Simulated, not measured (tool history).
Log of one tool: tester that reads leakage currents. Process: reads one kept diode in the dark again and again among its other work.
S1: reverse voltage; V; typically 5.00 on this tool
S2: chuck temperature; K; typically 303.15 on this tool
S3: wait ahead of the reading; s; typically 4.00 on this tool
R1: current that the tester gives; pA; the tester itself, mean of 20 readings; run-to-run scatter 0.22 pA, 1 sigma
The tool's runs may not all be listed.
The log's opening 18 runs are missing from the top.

Run 19, hour 1274.9: usual settings but S1 8.49 V, S2 314.15 K, S3 0.99 s. Result: R1 191.57 pA.
Run 20, hour 1322.2: usual settings but S1 8.49 V, S2 314.15 K, S3 0.99 s. Result: R1 191.31 pA.
Run 21, hour 1373.2: usual settings but S1 1.88 V, S2 314.15 K, S3 0.85 s. Result: R1 97.66 pA.
Run 22, hour 1418.4: usual settings but S1 5.04 V, S2 297.15 K, S3 7.50 s. Result: R1 45.42 pA.
At hour 1482.1: chuck's temperature calibrated.
Run 23, hour 1510.3: usual settings but S1 2.22 V, S2 300.15 K, S3 0.43 s. Result: R1 42.88 pA.
Run 24, hour 1561.4: usual settings but S3 0.31 s. Result: R1 76.90 pA.
Run 25, hour 1665.7: usual settings but S3 0.31 s. Result: R1 76.05 pA.
Run 26, hour 1715.3: usual settings but S1 1.99 V, S3 0.31 s. Result: R1 49.83 pA.
Run 27, hour 1771.0: usual settings but S1 2.71 V, S2 307.15 K, S3 2.17 s. Result: R1 74.59 pA.
Run 28, hour 1830.0: usual settings but S1 2.71 V, S2 307.15 K, S3 2.17 s. Result: R1 73.80 pA.
At hour 1859.6: probe card cleaned and baked.
Run 29, hour 1931.0: usual settings but S1 2.71 V, S2 307.15 K, S3 2.17 s. Result: R1 71.57 pA.
Run 30, hour 1995.8: usual settings but S1 2.71 V, S2 307.15 K, S3 2.17 s. Result: R1 71.42 pA.
Run 31, hour 2078.6: usual settings but S1 2.71 V, S2 307.15 K, S3 2.17 s. Result: R1 70.27 pA.
Run 32, hour 2122.6: usual settings but S1 5.46 V. Result: R1 71.15 pA.
At hour 2183.5: chuck's temperature calibrated.
Run 33, hour 2183.5: usual settings but S1 5.46 V, S2 295.15 K, S3 0.41 s. Result: R1 44.15 pA.
Run 34, hour 2238.3: usual settings but S1 5.46 V, S2 295.15 K, S3 0.41 s. Result: R1 43.84 pA.
Run 35, hour 2313.8: usual settings but S1 1.48 V, S2 332.15 K, S3 5.42 s. Result: R1 296.92 pA.

What if the next run were any one of these 4? Each begins from the tool's condition after run 35:
Run A, hour 2393.8: usual settings but S1 6.15 V, S2 294.15 K, S3 0.79 s. Result: R1 ?.
Run B, hour 2393.8: usual settings but S1 5.14 V, S2 297.15 K, S3 0.98 s. Result: R1 ?.
Run C, hour 2393.8: usual settings but S1 3.12 V, S2 301.15 K, S3 0.75 s. Result: R1 ?.
Run D, hour 2393.8: usual settings but S1 1.37 V. Result: R1 ?.

run     R1
  A  41.67
  B  47.73
  C  51.69
  D  41.30
Had the tool no hidden state, the same runs would have come out as:
run     R1
  A  41.02
  B  47.26
  C  51.51
  D  41.32
